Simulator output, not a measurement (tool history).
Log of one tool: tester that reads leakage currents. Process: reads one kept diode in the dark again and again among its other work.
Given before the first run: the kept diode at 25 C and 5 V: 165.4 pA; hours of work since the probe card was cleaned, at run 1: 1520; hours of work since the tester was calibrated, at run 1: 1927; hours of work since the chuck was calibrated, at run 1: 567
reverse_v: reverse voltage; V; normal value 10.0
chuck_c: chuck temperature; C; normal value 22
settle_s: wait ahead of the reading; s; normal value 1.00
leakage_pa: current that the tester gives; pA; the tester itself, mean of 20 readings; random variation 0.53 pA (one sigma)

run,day,reverse_v,chuck_c,settle_s,hours of work since the probe card was cleaned,hours of work since the tester was calibrated,hours of work since the chuck was calibrated,leakage_pa
1,0.000,10.0,22,1.00,1520,1927,567,182.40
2,3.525,10.0,54,1.00,1568,1975,614,2647.47
3,9.808,10.0,54,1.00,1653,2061,700,2660.63
4,15.371,10.0,54,1.00,1729,2136,776,2671.80
5,19.871,10.0,54,1.00,1790,2197,837,2660.15
6,24.821,11.8,54,1.00,1857,2265,904,2879.11
7,27.925,11.8,54,1.00,1899,2307,946,2874.75
8,32.267,11.8,54,1.05,1958,2366,1005,2888.31
9,36.925,10.0,22,1.00,2022,2429,1069,188.49
10,42.171,10.0,22,1.00,2093,2501,1140,190.47
# day 42.892: tester calibrated
11,47.554,10.0,22,1.00,2165,63,1212,189.99
12,50.479,10.0,22,1.00,2205,103,1252,190.34
13,55.808,2.4,26,0.44,2277,176,1324,140.05
14,62.838,7.9,41,0.56,2373,271,1420,872.01
15,67.229,1.7,25,1.00,2433,331,1480,109.58
16,73.838,3.5,22,5.01,2523,421,1569,115.35
# day 74.546: tester calibrated, once more
17,79.396,3.5,22,5.01,2597,66,1644,118.80
18,86.371,3.1,23,1.00,2692,161,1739,123.98
19,92.117,10.0,51,0.31,2770,239,1817,2228.35

Measured minus without-hidden-state, run by run (identical run-to-run variation in each term; gauge scatter may differ):
The tool's hidden condition here consists of: stray current of the dirty probe card, pA a volt; current scale over the true one, %; true chuck temperature over the reading, C; drift of the gauge itself on leakage_pa, %.
run,leakage_pa
1,+8.87
2,+30.03
3,+37.25
4,+43.27
5,+48.03
6,+58.64
7,+62.20
8,+67.46
9,+14.41
10,+15.22
11,+15.53
12,+15.94
13,+7.24
14,+36.97
15,+6.24
16,+8.93
17,+11.90
18,+12.19
19,+147.81

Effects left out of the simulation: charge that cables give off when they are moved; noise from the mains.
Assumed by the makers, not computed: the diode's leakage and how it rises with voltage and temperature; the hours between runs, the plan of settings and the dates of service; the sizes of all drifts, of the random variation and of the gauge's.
